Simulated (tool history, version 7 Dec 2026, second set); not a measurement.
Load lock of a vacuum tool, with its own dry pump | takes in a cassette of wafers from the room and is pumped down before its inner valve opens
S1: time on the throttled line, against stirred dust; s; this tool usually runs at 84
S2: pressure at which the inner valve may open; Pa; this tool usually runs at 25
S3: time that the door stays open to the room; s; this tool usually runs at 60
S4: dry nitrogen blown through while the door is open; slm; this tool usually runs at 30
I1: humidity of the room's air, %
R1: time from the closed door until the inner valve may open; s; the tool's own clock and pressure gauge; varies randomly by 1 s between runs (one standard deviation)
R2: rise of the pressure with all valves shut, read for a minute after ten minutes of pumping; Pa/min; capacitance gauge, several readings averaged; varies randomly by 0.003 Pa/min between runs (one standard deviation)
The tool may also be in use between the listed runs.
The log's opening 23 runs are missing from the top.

run	hour	S1	S2	S3	S4	I1	R1	R2
24	9750.8	95	25	219	9	46.6	168.2	0.125
25	10202.9	95	25	219	9	45.4	170.4	0.126
26	10485.4	84	42	82	30	48.5	157.2	0.043
27	10813.2	124	24	82	30	45	190.5	0.036
28	11366.1	84	25	44	30	47	160	0.028
29	11866.5	84	25	40	15	44.6	162.3	0.033
30	12399.4	106	40	27	30	47.4	172.6	0.019
31	12808.7	98	36	42	6	46.3	168.9	0.042
32	13383.3	50	21	89	10	45.4	139.7	0.065
33	13919.2	50	21	89	10	44.7	139.6	0.06
34	14319.5	91	21	51	10	43	169.4	0.041
35	14663.8	83	48	51	10	45.9	151.5	0.041
36	15121.7	83	48	51	10	43.5	152.1	0.042
37	15613.4	84	25	60	13	45.5	161.9	0.044
38	15944.5	97	25	60	5	45.3	172.1	0.05

Alternative continuations, all from the tool just after run 38; predict every row:
A	16464.5	97	34	161	5	47.8	?	?
B	16464.5	84	21	203	26	46.5	?	?
C	16464.5	97	39	60	5	42.1	?	?

run	R1	R2
A	168.1	0.113
B	165	0.091
C	166.9	0.043
What these runs would have given with no unlogged condition in the tool:
run	R1	R2
A	168.1	0.112
B	165	0.091
C	166.8	0.043

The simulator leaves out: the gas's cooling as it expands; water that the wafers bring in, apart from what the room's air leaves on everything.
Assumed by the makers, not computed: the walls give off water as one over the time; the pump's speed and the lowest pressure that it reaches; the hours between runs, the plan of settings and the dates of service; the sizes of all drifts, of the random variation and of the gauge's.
